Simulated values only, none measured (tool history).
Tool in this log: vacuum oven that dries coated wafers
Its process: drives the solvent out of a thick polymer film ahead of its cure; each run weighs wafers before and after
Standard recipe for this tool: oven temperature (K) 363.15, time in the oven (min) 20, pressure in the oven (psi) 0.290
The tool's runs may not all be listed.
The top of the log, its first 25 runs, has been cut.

run 26 hour=409.5 | oven_temperature_(K)=358.15 time_in_the_oven_(min)=20 pressure_in_the_oven_(psi)=0.209 | solvent_left_in_the_film_(%)=4.44
run 27 hour=418.8 | oven_temperature_(K)=360.15 time_in_the_oven_(min)=20 pressure_in_the_oven_(psi)=0.290 | solvent_left_in_the_film_(%)=3.90
run 28 hour=427.8 | oven_temperature_(K)=360.15 time_in_the_oven_(min)=20 pressure_in_the_oven_(psi)=0.290 | solvent_left_in_the_film_(%)=3.90
run 29 hour=448.2 | oven_temperature_(K)=360.15 time_in_the_oven_(min)=20 pressure_in_the_oven_(psi)=0.290 | solvent_left_in_the_film_(%)=3.88
run 30 hour=467.2 | oven_temperature_(K)=360.15 time_in_the_oven_(min)=20 pressure_in_the_oven_(psi)=0.290 | solvent_left_in_the_film_(%)=4.05
run 31 hour=483.3 | oven_temperature_(K)=366.15 time_in_the_oven_(min)=27 pressure_in_the_oven_(psi)=0.455 | solvent_left_in_the_film_(%)=2.08
run 32 hour=493.8 | oven_temperature_(K)=366.15 time_in_the_oven_(min)=27 pressure_in_the_oven_(psi)=0.455 | solvent_left_in_the_film_(%)=2.20
run 33 hour=507.8 | oven_temperature_(K)=360.15 time_in_the_oven_(min)=30 pressure_in_the_oven_(psi)=0.270 | solvent_left_in_the_film_(%)=2.25
run 34 hour=525.1 | oven_temperature_(K)=355.15 time_in_the_oven_(min)=24 pressure_in_the_oven_(psi)=0.645 | solvent_left_in_the_film_(%)=6.29
run 35 hour=535.0 | oven_temperature_(K)=364.15 time_in_the_oven_(min)=18 pressure_in_the_oven_(psi)=0.255 | solvent_left_in_the_film_(%)=3.16
run 36 hour=544.7 | oven_temperature_(K)=364.15 time_in_the_oven_(min)=18 pressure_in_the_oven_(psi)=0.255 | solvent_left_in_the_film_(%)=3.24

Predict the results of run 37:
run 37 hour=556.0 | oven_temperature_(K)=353.15 time_in_the_oven_(min)=18 pressure_in_the_oven_(psi)=0.255 | solvent_left_in_the_film_(%)=?

{"run 37": {"solvent left in the film (%)": 6.95}}
Take away the tool's hidden state, keep the run-to-run variation as it was, and the same run would have given solvent left in the film (%) 6.57.
